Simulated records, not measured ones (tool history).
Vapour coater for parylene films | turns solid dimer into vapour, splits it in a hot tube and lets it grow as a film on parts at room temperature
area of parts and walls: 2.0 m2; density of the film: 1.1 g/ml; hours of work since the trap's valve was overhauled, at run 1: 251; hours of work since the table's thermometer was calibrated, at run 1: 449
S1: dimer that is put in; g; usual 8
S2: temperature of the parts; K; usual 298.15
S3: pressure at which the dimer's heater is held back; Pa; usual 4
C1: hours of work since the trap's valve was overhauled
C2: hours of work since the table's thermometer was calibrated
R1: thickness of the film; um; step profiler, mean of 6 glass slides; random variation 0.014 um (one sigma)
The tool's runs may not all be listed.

{"run": 1, "hour": 0.0, "S1": 8, "S2": 298.15, "S3": 4, "C1": 251, "C2": 449, "R1": 2.27}
{"run": 2, "hour": 9.9, "S1": 8, "S2": 298.15, "S3": 7.46, "C1": 257, "C2": 455, "R1": 1.98}
{"hour": 22.6, "done": "trap's valve overhauled"}
{"run": 3, "hour": 25.5, "S1": 8, "S2": 298.15, "S3": 6.68, "C1": 2, "C2": 462, "R1": 2.02}
{"run": 4, "hour": 39.4, "S1": 8, "S2": 298.15, "S3": 6.68, "C1": 10, "C2": 470, "R1": 2.04}
{"run": 5, "hour": 55.3, "S1": 8, "S2": 298.15, "S3": 6.68, "C1": 19, "C2": 479, "R1": 2.03}
{"run": 6, "hour": 71.9, "S1": 8, "S2": 298.15, "S3": 6.68, "C1": 28, "C2": 488, "R1": 2.03}
{"run": 7, "hour": 84.6, "S1": 3, "S2": 298.15, "S3": 6.68, "C1": 36, "C2": 496, "R1": 0.76}
{"run": 8, "hour": 97.5, "S1": 8, "S2": 298.15, "S3": 5.45, "C1": 43, "C2": 503, "R1": 2.12}
{"run": 9, "hour": 107.3, "S1": 8, "S2": 301.15, "S3": 7.43, "C1": 49, "C2": 509, "R1": 1.8}
{"run": 10, "hour": 117.9, "S1": 8, "S2": 301.15, "S3": 7.43, "C1": 55, "C2": 515, "R1": 1.82}
{"run": 11, "hour": 137.1, "S1": 8, "S2": 301.15, "S3": 7.43, "C1": 66, "C2": 526, "R1": 1.82}
{"run": 12, "hour": 154.6, "S1": 8, "S2": 301.15, "S3": 7.43, "C1": 76, "C2": 536, "R1": 1.81}
{"run": 13, "hour": 167.7, "S1": 8, "S2": 310.15, "S3": 7.83, "C1": 84, "C2": 544, "R1": 1.32}
{"run": 14, "hour": 177.9, "S1": 5, "S2": 300.15, "S3": 7.83, "C1": 90, "C2": 550, "R1": 1.15}
{"run": 15, "hour": 190.7, "S1": 5, "S2": 300.15, "S3": 7.83, "C1": 97, "C2": 557, "R1": 1.14}

Hidden state at the last listed run before each entry between runs and at the first one after, where it differs:
Between runs 2 and 3: trap's valve overhauled (hour 22.6)
  vapour lost through the trap's worn valve, %: 0.3 -> 0
